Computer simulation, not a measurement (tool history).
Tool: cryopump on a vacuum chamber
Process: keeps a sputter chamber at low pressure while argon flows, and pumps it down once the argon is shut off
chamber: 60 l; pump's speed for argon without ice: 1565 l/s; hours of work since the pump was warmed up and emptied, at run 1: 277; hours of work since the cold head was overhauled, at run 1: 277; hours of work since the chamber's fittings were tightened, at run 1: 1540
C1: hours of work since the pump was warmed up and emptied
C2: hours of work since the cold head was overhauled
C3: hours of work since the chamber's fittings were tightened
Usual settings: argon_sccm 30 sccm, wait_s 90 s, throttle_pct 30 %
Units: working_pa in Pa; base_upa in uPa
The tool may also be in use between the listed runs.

{"run": 1, "hour": 0.0, "argon_sccm": 30, "wait_s": 90, "throttle_pct": 30, "C1": 277, "C2": 277, "C3": 1540, "working_pa": 0.1103, "base_upa": 1.69}
{"run": 2, "hour": 17.5, "argon_sccm": 30, "wait_s": 90, "throttle_pct": 30, "C1": 287, "C2": 287, "C3": 1549, "working_pa": 0.1109, "base_upa": 1.69}
{"run": 3, "hour": 35.0, "argon_sccm": 14, "wait_s": 90, "throttle_pct": 30, "C1": 296, "C2": 296, "C3": 1559, "working_pa": 0.0509, "base_upa": 1.69}
{"run": 4, "hour": 42.3, "argon_sccm": 30, "wait_s": 90, "throttle_pct": 30, "C1": 300, "C2": 300, "C3": 1563, "working_pa": 0.1101, "base_upa": 1.72}
{"run": 5, "hour": 50.0, "argon_sccm": 30, "wait_s": 90, "throttle_pct": 30, "C1": 304, "C2": 304, "C3": 1567, "working_pa": 0.1103, "base_upa": 1.76}
{"run": 6, "hour": 60.7, "argon_sccm": 30, "wait_s": 206, "throttle_pct": 30, "C1": 310, "C2": 310, "C3": 1573, "working_pa": 0.1102, "base_upa": 1.22}
{"run": 7, "hour": 70.0, "argon_sccm": 30, "wait_s": 206, "throttle_pct": 30, "C1": 315, "C2": 315, "C3": 1578, "working_pa": 0.1114, "base_upa": 1.21}
{"run": 8, "hour": 78.6, "argon_sccm": 30, "wait_s": 206, "throttle_pct": 30, "C1": 320, "C2": 320, "C3": 1583, "working_pa": 0.1114, "base_upa": 1.14}
{"run": 9, "hour": 85.7, "argon_sccm": 30, "wait_s": 206, "throttle_pct": 31, "C1": 324, "C2": 324, "C3": 1587, "working_pa": 0.1071, "base_upa": 1.19}
{"run": 10, "hour": 102.2, "argon_sccm": 30, "wait_s": 90, "throttle_pct": 30, "C1": 333, "C2": 333, "C3": 1596, "working_pa": 0.1107, "base_upa": 1.76}
{"run": 11, "hour": 110.5, "argon_sccm": 30, "wait_s": 90, "throttle_pct": 30, "C1": 338, "C2": 338, "C3": 1600, "working_pa": 0.1127, "base_upa": 1.75}
{"run": 12, "hour": 124.2, "argon_sccm": 30, "wait_s": 90, "throttle_pct": 30, "C1": 345, "C2": 345, "C3": 1608, "working_pa": 0.1109, "base_upa": 1.73}
{"run": 13, "hour": 133.4, "argon_sccm": 30, "wait_s": 90, "throttle_pct": 30, "C1": 350, "C2": 350, "C3": 1613, "working_pa": 0.1098, "base_upa": 1.75}
{"run": 14, "hour": 145.7, "argon_sccm": 30, "wait_s": 90, "throttle_pct": 30, "C1": 357, "C2": 357, "C3": 1620, "working_pa": 0.1112, "base_upa": 1.69}
{"run": 15, "hour": 162.0, "argon_sccm": 14, "wait_s": 90, "throttle_pct": 30, "C1": 366, "C2": 366, "C3": 1629, "working_pa": 0.0516, "base_upa": 1.78}
{"run": 16, "hour": 173.7, "argon_sccm": 14, "wait_s": 90, "throttle_pct": 30, "C1": 372, "C2": 372, "C3": 1635, "working_pa": 0.0518, "base_upa": 1.73}
{"run": 17, "hour": 182.2, "argon_sccm": 14, "wait_s": 90, "throttle_pct": 30, "C1": 377, "C2": 377, "C3": 1640, "working_pa": 0.0512, "base_upa": 1.72}
{"run": 18, "hour": 193.2, "argon_sccm": 28, "wait_s": 42, "throttle_pct": 30, "C1": 383, "C2": 383, "C3": 1646, "working_pa": 0.1039, "base_upa": 2.71}
{"run": 19, "hour": 201.8, "argon_sccm": 28, "wait_s": 42, "throttle_pct": 30, "C1": 388, "C2": 388, "C3": 1651, "working_pa": 0.1027, "base_upa": 2.81}
{"run": 20, "hour": 213.9, "argon_sccm": 36, "wait_s": 38, "throttle_pct": 30, "C1": 394, "C2": 394, "C3": 1657, "working_pa": 0.1334, "base_upa": 3.03}
{"run": 21, "hour": 227.9, "argon_sccm": 43, "wait_s": 46, "throttle_pct": 29, "C1": 402, "C2": 402, "C3": 1665, "working_pa": 0.1658, "base_upa": 2.58}
{"run": 22, "hour": 240.8, "argon_sccm": 43, "wait_s": 46, "throttle_pct": 29, "C1": 409, "C2": 409, "C3": 1672, "working_pa": 0.165, "base_upa": 2.6}
{"run": 23, "hour": 252.3, "argon_sccm": 15, "wait_s": 90, "throttle_pct": 30, "C1": 416, "C2": 416, "C3": 1678, "working_pa": 0.0558, "base_upa": 1.77}
{"run": 24, "hour": 266.5, "argon_sccm": 26, "wait_s": 59, "throttle_pct": 54, "C1": 423, "C2": 423, "C3": 1686, "working_pa": 0.0559, "base_upa": 2.24}
{"run": 25, "hour": 283.2, "argon_sccm": 26, "wait_s": 59, "throttle_pct": 54, "C1": 432, "C2": 432, "C3": 1695, "working_pa": 0.0552, "base_upa": 2.3}
{"run": 26, "hour": 298.1, "argon_sccm": 26, "wait_s": 59, "throttle_pct": 54, "C1": 441, "C2": 441, "C3": 1703, "working_pa": 0.055, "base_upa": 2.32}
{"run": 27, "hour": 311.6, "argon_sccm": 36, "wait_s": 54, "throttle_pct": 47, "C1": 448, "C2": 448, "C3": 1711, "working_pa": 0.0872, "base_upa": 2.52}
{"run": 28, "hour": 326.6, "argon_sccm": 36, "wait_s": 54, "throttle_pct": 47, "C1": 456, "C2": 456, "C3": 1719, "working_pa": 0.0873, "base_upa": 2.46}
{"run": 29, "hour": 339.3, "argon_sccm": 30, "wait_s": 90, "throttle_pct": 21, "C1": 463, "C2": 463, "C3": 1726, "working_pa": 0.1581, "base_upa": 1.82}
{"run": 30, "hour": 350.7, "argon_sccm": 30, "wait_s": 90, "throttle_pct": 21, "C1": 470, "C2": 470, "C3": 1732, "working_pa": 0.1574, "base_upa": 1.81}
{"run": 31, "hour": 362.4, "argon_sccm": 30, "wait_s": 90, "throttle_pct": 21, "C1": 476, "C2": 476, "C3": 1739, "working_pa": 0.1581, "base_upa": 1.76}
{"run": 32, "hour": 376.8, "argon_sccm": 18, "wait_s": 56, "throttle_pct": 21, "C1": 484, "C2": 484, "C3": 1747, "working_pa": 0.095, "base_upa": 2.4}
{"run": 33, "hour": 389.0, "argon_sccm": 48, "wait_s": 135, "throttle_pct": 21, "C1": 491, "C2": 491, "C3": 1753, "working_pa": 0.2551, "base_upa": 1.52}
{"run": 34, "hour": 401.9, "argon_sccm": 48, "wait_s": 119, "throttle_pct": 16, "C1": 498, "C2": 498, "C3": 1761, "working_pa": 0.3313, "base_upa": 1.58}

4 ways to go on from here, each from the tool as it stands after run 34. What would each give?
{"run": "A", "hour": 419.1, "argon_sccm": 48, "wait_s": 160, "throttle_pct": 23, "C1": 507, "C2": 507, "C3": 1770, "working_pa": "?", "base_upa": "?"}
{"run": "B", "hour": 419.1, "argon_sccm": 38, "wait_s": 51, "throttle_pct": 48, "C1": 507, "C2": 507, "C3": 1770, "working_pa": "?", "base_upa": "?"}
{"run": "C", "hour": 419.1, "argon_sccm": 32, "wait_s": 59, "throttle_pct": 48, "C1": 507, "C2": 507, "C3": 1770, "working_pa": "?", "base_upa": "?"}
{"run": "D", "hour": 419.1, "argon_sccm": 50, "wait_s": 23, "throttle_pct": 56, "C1": 507, "C2": 507, "C3": 1770, "working_pa": "?", "base_upa": "?"}

run=A working_pa=0.2312 base_upa=1.41
run=B working_pa=0.0908 base_upa=2.52
run=C working_pa=0.0765 base_upa=2.34
run=D working_pa=0.1047 base_upa=4.64
Without the tool's hidden state the same runs would have given:
run=A working_pa=0.2243 base_upa=0.69
run=B working_pa=0.0853 base_upa=1.8
run=C working_pa=0.0718 base_upa=1.61
run=D working_pa=0.0974 base_upa=3.9

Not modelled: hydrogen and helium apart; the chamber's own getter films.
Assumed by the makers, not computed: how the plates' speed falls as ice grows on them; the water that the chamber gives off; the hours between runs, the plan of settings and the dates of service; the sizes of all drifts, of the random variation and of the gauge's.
